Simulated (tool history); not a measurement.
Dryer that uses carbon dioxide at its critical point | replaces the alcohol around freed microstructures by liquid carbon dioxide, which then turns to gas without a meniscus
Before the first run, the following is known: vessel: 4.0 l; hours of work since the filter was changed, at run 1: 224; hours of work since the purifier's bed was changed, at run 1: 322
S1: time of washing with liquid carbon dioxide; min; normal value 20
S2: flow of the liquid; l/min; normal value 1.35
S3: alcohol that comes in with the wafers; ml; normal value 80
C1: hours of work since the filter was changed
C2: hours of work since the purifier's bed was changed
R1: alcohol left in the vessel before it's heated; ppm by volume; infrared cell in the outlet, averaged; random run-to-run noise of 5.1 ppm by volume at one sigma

run 1 hour=0 | S1=20 S2=1.35 S3=80 | C1=224 C2=322 | R1=172
run 2 hour=47.3 | S1=20 S2=1.35 S3=80 | C1=241 C2=338 | R1=174
run 3 hour=78.4 | S1=20 S2=1.35 S3=100 | C1=251 C2=349 | R1=208
run 4 hour=142.5 | S1=20 S2=1.35 S3=100 | C1=273 C2=371 | R1=221
run 5 hour=201.8 | S1=20 S2=1.35 S3=100 | C1=293 C2=391 | R1=231
run 6 hour=263.1 | S1=20 S2=1.35 S3=100 | C1=314 C2=412 | R1=246
run 7 hour=308.8 | S1=20 S2=1.35 S3=100 | C1=330 C2=428 | R1=256
run 8 hour=371.3 | S1=20 S2=1.35 S3=80 | C1=351 C2=449 | R1=239
run 9 hour=411.1 | S1=20 S2=1.35 S3=80 | C1=365 C2=463 | R1=240
run 10 hour=441 | S1=20 S2=1.35 S3=80 | C1=375 C2=473 | R1=249
-- hour=453.5 inlet filter changed
run 11 hour=496 | S1=20 S2=1.35 S3=80 | C1=15 C2=491 | R1=149
run 12 hour=563.8 | S1=20 S2=1.49 S3=80 | C1=38 C2=514 | R1=136
-- hour=595.1 purifier's bed changed
run 13 hour=612.8 | S1=20 S2=1.35 S3=85 | C1=53 C2=6 | R1=78
run 14 hour=679.4 | S1=20 S2=1.35 S3=85 | C1=76 C2=29 | R1=77
run 15 hour=732.5 | S1=20 S2=1.35 S3=85 | C1=94 C2=47 | R1=96
run 16 hour=781.8 | S1=28 S2=1.35 S3=80 | C1=111 C2=64 | R1=14
run 17 hour=843.8 | S1=28 S2=1.35 S3=80 | C1=132 C2=85 | R1=20
run 18 hour=907.4 | S1=13 S2=1.35 S3=80 | C1=154 C2=107 | R1=610
run 19 hour=941.7 | S1=13 S2=1.35 S3=80 | C1=166 C2=118 | R1=627
run 20 hour=1014.3 | S1=13 S2=1.35 S3=80 | C1=190 C2=143 | R1=646
run 21 hour=1080 | S1=13 S2=1.35 S3=80 | C1=213 C2=166 | R1=680
run 22 hour=1141.4 | S1=13 S2=1.35 S3=80 | C1=234 C2=187 | R1=708
run 23 hour=1196.8 | S1=13 S2=1.35 S3=80 | C1=253 C2=205 | R1=760
run 24 hour=1264.2 | S1=13 S2=1.35 S3=80 | C1=276 C2=228 | R1=792
run 25 hour=1315.9 | S1=13 S2=1.35 S3=80 | C1=293 C2=246 | R1=788
run 26 hour=1346.5 | S1=20 S2=1.35 S3=39 | C1=304 C2=257 | R1=114
run 27 hour=1413.4 | S1=20 S2=1.35 S3=39 | C1=327 C2=279 | R1=115
run 28 hour=1457.7 | S1=16 S2=1.35 S3=91 | C1=342 C2=295 | R1=489
run 29 hour=1489.6 | S1=16 S2=0.9 S3=92 | C1=353 C2=305 | R1=1880
run 30 hour=1524.8 | S1=16 S2=0.9 S3=92 | C1=365 C2=317 | R1=1939
-- hour=1567.1 inlet filter changed
run 31 hour=1587.6 | S1=16 S2=1 S3=101 | C1=7 C2=339 | R1=894
run 32 hour=1620.2 | S1=16 S2=1.38 S3=45 | C1=18 C2=350 | R1=172
run 33 hour=1671.9 | S1=16 S2=1.38 S3=45 | C1=36 C2=367 | R1=164
run 34 hour=1741.2 | S1=16 S2=1.38 S3=45 | C1=59 C2=391 | R1=178
run 35 hour=1799.7 | S1=16 S2=1.38 S3=45 | C1=79 C2=411 | R1=183
run 36 hour=1843.3 | S1=16 S2=1.38 S3=45 | C1=94 C2=426 | R1=189
run 37 hour=1903.1 | S1=22 S2=1.28 S3=79 | C1=115 C2=446 | R1=142
run 38 hour=1932.8 | S1=20 S2=0.87 S3=31 | C1=125 C2=456 | R1=318
run 39 hour=1975.7 | S1=20 S2=0.87 S3=31 | C1=139 C2=471 | R1=347
run 40 hour=2038.1 | S1=20 S2=1.35 S3=40 | C1=161 C2=492 | R1=128
run 41 hour=2072.4 | S1=13 S2=1.35 S3=40 | C1=172 C2=504 | R1=389
run 42 hour=2109.5 | S1=13 S2=1.35 S3=40 | C1=185 C2=517 | R1=409
-- hour=2130.3 purifier's bed changed
run 43 hour=2183.1 | S1=13 S2=1.35 S3=40 | C1=209 C2=18 | R1=341
run 44 hour=2214.6 | S1=13 S2=1.3 S3=40 | C1=220 C2=29 | R1=394
run 45 hour=2262.6 | S1=20 S2=2.27 S3=116 | C1=236 C2=45 | R1=23
run 46 hour=2308.8 | S1=23 S2=1.35 S3=33 | C1=252 C2=61 | R1=34

3 ways to go on from here, each from the tool as it stands after run 46. What would each give?
run A hour=2350.3 | S1=25 S2=1.85 S3=80 | C1=266 C2=75 | R1=?
run B hour=2350.3 | S1=23 S2=2.05 S3=42 | C1=266 C2=75 | R1=?
run C hour=2350.3 | S1=23 S2=1.78 S3=35 | C1=266 C2=75 | R1=?

run=A R1=21
run=B R1=23
run=C R1=30
With the hidden condition removed and each run's random variation left untouched, the same runs would have given:
run=A R1=6
run=B R1=9
run=C R1=14
